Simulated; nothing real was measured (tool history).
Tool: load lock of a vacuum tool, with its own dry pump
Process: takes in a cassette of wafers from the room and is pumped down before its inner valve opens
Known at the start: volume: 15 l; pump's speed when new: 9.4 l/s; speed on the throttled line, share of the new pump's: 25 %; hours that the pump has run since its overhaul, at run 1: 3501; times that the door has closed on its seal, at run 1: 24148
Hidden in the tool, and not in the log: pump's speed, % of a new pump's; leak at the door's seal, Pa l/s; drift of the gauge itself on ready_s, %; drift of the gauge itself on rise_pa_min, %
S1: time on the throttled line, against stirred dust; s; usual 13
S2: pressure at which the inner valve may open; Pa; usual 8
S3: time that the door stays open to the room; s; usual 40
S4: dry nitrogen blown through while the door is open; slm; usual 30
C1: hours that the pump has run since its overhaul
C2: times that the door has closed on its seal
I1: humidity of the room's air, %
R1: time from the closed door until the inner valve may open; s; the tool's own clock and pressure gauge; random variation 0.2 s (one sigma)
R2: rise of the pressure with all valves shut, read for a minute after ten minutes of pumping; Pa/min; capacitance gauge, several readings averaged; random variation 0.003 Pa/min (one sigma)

run	hour	S1	S2	S3	S4	C1	C2	I1	R1	R2
1	0	13	8	40	30	3501	24148	48.6	25.5	0.177
2	208.4	13	8	40	30	3709	24764	47.6	25.7	0.179
# hour 528.9: door's seal changed, seat wiped
3	703.9	13	8	40	30	4203	518	46.3	25.5	0.032
4	1038.3	13	8	40	30	4538	1506	44.7	26	0.032
5	1241.6	25	8	40	30	4741	2107	42.5	34.5	0.041
6	1484.1	13	8	40	30	4983	2824	45.2	25.4	0.04
7	1774.1	13	8	40	30	5273	3682	46	25.5	0.043
8	2069.9	13	8	40	30	5569	4556	45.4	25.8	0.045
9	2393.9	13	8	40	30	5893	5514	41.2	25.9	0.044
10	2717.8	13	8	207	30	6217	6472	44.7	26	0.102
11	3034.7	13	8	207	30	6534	7409	50.2	25.9	0.123
12	3531.2	13	8	207	30	7030	8877	49	25.8	0.117
13	3840.2	13	8	40	30	7339	9790	46	26	0.067
14	4276.4	13	8	40	30	7776	11080	44.7	25.6	0.076
15	4581.4	13	8	40	30	8081	11981	44.2	26.1	0.073
16	4859.4	13	8	40	30	8359	12803	40.6	26.2	0.084
17	5264.8	13	8	40	30	8764	14002	44.8	26.3	0.094
18	5549.3	13	8	40	30	9049	14843	45.6	26.3	0.1
19	5959.9	13	8	40	30	9459	16057	44.6	26.2	0.111
20	6441.9	20	8	184	29	9941	17482	44.7	31.6	0.16
21	6864.2	20	8	184	29	10363	18730	45	31.3	0.176
22	7343.7	13	8	109	15	10843	20148	43.4	26.9	0.18
23	7668.3	13	8	109	15	11168	21108	45.8	26.8	0.186
24	7887.8	13	15	109	11	11387	21757	43.4	25.6	0.197
25	8156.4	13	15	109	11	11656	22551	43.1	25.9	0.197
26	8529.1	13	15	109	11	12028	23653	45.9	25.7	0.213
# hour 8667.4: dry pump taken out, an overhauled one fitted
27	8805	13	15	109	11	138	24450	45.2	23.8	0.224
# hour 9212.4: door's seal changed, seat wiped
28	9212.4	13	15	109	11	544	0	43.8	23.8	0.073
29	9618.4	13	15	109	11	949	1200	45.6	23.4	0.07
30	9984.9	13	15	109	11	1316	2283	47.7	24	0.075
31	10422	22	15	42	11	1753	3576	45.9	30.6	0.053
32	10844.2	22	15	130	10	2175	4824	46.5	30.8	0.097
33	11240	22	15	130	10	2571	5994	45.7	30.6	0.1
34	11596.6	22	15	130	10	2928	7048	45.9	30.6	0.105
35	12015.5	13	10	40	30	3347	8287	45.8	24.8	0.06
36	12389.9	8	10	40	11	3721	9393	42	21	0.068

4 ways to go on from here, each from the tool as it stands after run 36. What would each give?
A	12868.9	19	8	40	30	4200	10810	43.5	?	?
B	12868.9	13	8	66	30	4200	10810	46.1	?	?
C	12868.9	8	8	46	9	4200	10810	44.7	?	?
D	12868.9	8	13	40	45	4200	10810	46.3	?	?

run	R1	R2
A	30.2	0.068
B	25.7	0.083
C	21.6	0.082
D	20.8	0.072
Without the tool's hidden state the same runs would have given:
run	R1	R2
A	29.8	0.023
B	25.4	0.037
C	21.2	0.037
D	20.4	0.026
